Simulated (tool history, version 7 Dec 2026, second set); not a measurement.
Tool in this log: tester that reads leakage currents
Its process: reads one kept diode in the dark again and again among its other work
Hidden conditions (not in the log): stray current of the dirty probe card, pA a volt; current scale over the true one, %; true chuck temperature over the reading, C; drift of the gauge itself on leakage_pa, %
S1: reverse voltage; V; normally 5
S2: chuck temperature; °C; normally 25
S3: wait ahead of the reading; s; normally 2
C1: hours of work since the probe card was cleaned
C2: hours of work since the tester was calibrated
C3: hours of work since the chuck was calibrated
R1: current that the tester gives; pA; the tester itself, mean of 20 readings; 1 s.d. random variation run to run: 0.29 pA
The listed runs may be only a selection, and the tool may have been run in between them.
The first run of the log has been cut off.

run,hour,S1,S2,S3,C1,C2,C3,R1
2,60.6,5,44,2,1067,1401,1645,478.08
3,92.7,5,44,2,1091,1425,1669,475.08
4,136.4,5,44,2,1123,1458,1701,472.28
5,171.3,5,44,2,1149,1484,1727,477.15
6,231.8,5,25,2,1194,1529,1773,94.16
7,276.6,5,25,0.3,1228,1563,1806,95.04
8,315.7,5,25,0.3,1257,1592,1835,94.88
9,346.3,5,25,8.59,1280,1615,1858,93.66
10,378.1,5,25,2,1304,1639,1882,94.03
11,429.6,5,25,2,1342,1677,1920,94.04
12,479.1,5,25,2.33,1379,1714,1957,93.97
13,510.9,5,25,2.33,1403,1738,1981,93.65
14,561.9,5,25,2.33,1441,1776,2019,94.27
15,595.5,1.38,25,2,1466,1801,2044,56.21
16,659.9,1.38,25,2,1514,1849,2092,56.31
17,719,1.38,25,0.45,1558,1893,2136,56.19
18,770.7,1.38,25,0.45,1597,1932,2175,56.43
19,837.9,1.38,25,0.45,1647,1982,2225,56.43
20,890.3,5,21,2,1686,2021,2264,65.17
21,941.5,18.81,45,2,1724,2059,2302,873.45
# hour 955.6: probe card cleaned and baked
22,995.2,14.28,38,2,30,2097,2340,442.87
# hour 1004.1: chuck's temperature calibrated
23,1048.7,14.28,38,2,68,2136,33,443.73
24,1093.5,14.28,38,2,101,2169,67,440.85
25,1153.9,14.28,38,2,147,2214,112,442.42

Predict the results of run 26:
26,1227.4,19.39,46,4.92,202,2269,167,?

{"run 26": {"R1": 958.31}}
If the tool had no hidden condition, the same run with the same run-to-run variation would have returned R1 958.16 pA.
